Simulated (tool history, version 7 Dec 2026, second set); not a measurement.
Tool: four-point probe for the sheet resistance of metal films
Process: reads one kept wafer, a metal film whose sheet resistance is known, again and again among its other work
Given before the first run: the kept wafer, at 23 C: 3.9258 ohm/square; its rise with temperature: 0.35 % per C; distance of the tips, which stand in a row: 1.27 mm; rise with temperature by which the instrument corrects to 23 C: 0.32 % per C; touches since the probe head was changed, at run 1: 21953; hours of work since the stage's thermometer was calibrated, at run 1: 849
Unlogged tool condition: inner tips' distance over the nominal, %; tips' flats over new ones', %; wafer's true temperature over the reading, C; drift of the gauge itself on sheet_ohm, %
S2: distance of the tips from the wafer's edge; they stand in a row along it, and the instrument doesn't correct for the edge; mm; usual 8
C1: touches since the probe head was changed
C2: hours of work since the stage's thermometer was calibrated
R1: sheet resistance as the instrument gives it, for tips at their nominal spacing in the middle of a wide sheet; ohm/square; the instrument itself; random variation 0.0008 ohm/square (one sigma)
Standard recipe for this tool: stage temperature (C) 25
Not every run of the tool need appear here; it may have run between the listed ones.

Run 1, hour 0: usual settings; C1 21953; C2 849. Result: R1 3.970047 ohm/square.
Run 2, hour 24.3: usual settings but stage temperature (C) 23; C1 22412; C2 858. Result: R1 3.967643 ohm/square.
Run 3, hour 41.7: usual settings but stage temperature (C) 23; C1 22743; C2 866. Result: R1 3.967608 ohm/square.
Run 4, hour 61.4: usual settings but stage temperature (C) 23; C1 23113; C2 873. Result: R1 3.967612 ohm/square.
Run 5, hour 97.2: usual settings but S2 55 mm; C1 23791; C2 888. Result: R1 3.918806 ohm/square.
Run 6, hour 129.7: usual settings but S2 55 mm; C1 24404; C2 901. Result: R1 3.919558 ohm/square.
Run 7, hour 148.6: usual settings; C1 24762; C2 909. Result: R1 3.969171 ohm/square.
Run 8, hour 179.8: usual settings but S2 25 mm; C1 25352; C2 922. Result: R1 3.922294 ohm/square.
Run 9, hour 212.7: usual settings but S2 25 mm; C1 25974; C2 935. Result: R1 3.920776 ohm/square.
Run 10, hour 249.1: usual settings but stage temperature (C) 19; C1 26661; C2 950. Result: R1 3.960201 ohm/square.
Run 11, hour 285.7: usual settings but stage temperature (C) 18, S2 6 mm; C1 27354; C2 965. Result: R1 3.998434 ohm/square.
Run 12, hour 321.2: usual settings but S2 6 mm; C1 28024; C2 979. Result: R1 4.00724 ohm/square.
Run 13, hour 344.4: usual settings but stage temperature (C) 28, S2 20 mm; C1 28462; C2 988. Result: R1 3.927237 ohm/square.
Run 14, hour 374.7: usual settings but stage temperature (C) 29, S2 28 mm; C1 29035; C2 1001. Result: R1 3.923547 ohm/square.
Run 15, hour 394.3: usual settings but stage temperature (C) 21, S2 18 mm; C1 29406; C2 1009. Result: R1 3.919155 ohm/square.
Run 16, hour 424.3: usual settings but stage temperature (C) 21, S2 18 mm; C1 29974; C2 1021. Result: R1 3.918344 ohm/square.

4 ways to go on from here, each from the tool as it stands after run 16. What would each give?
Run A, hour 448.8: usual settings but stage temperature (C) 19, S2 3 mm; C1 30436; C2 1031. Result: R1 ?.
Run B, hour 448.8: usual settings but stage temperature (C) 30, S2 11 mm; C1 30436; C2 1031. Result: R1 ?.
Run C, hour 448.8: usual settings but stage temperature (C) 21, S2 20 mm; C1 30436; C2 1031. Result: R1 ?.
Run D, hour 448.8: usual settings but stage temperature (C) 19, S2 5 mm; C1 30436; C2 1031. Result: R1 ?.

run        R1
  A  4.245304
  B  3.949215
  C  3.916612
  D  4.035665
Without the tool's hidden state the same runs would have given:
run        R1
  A  4.261415
  B   3.96415
  C  3.931535
  D  4.051036

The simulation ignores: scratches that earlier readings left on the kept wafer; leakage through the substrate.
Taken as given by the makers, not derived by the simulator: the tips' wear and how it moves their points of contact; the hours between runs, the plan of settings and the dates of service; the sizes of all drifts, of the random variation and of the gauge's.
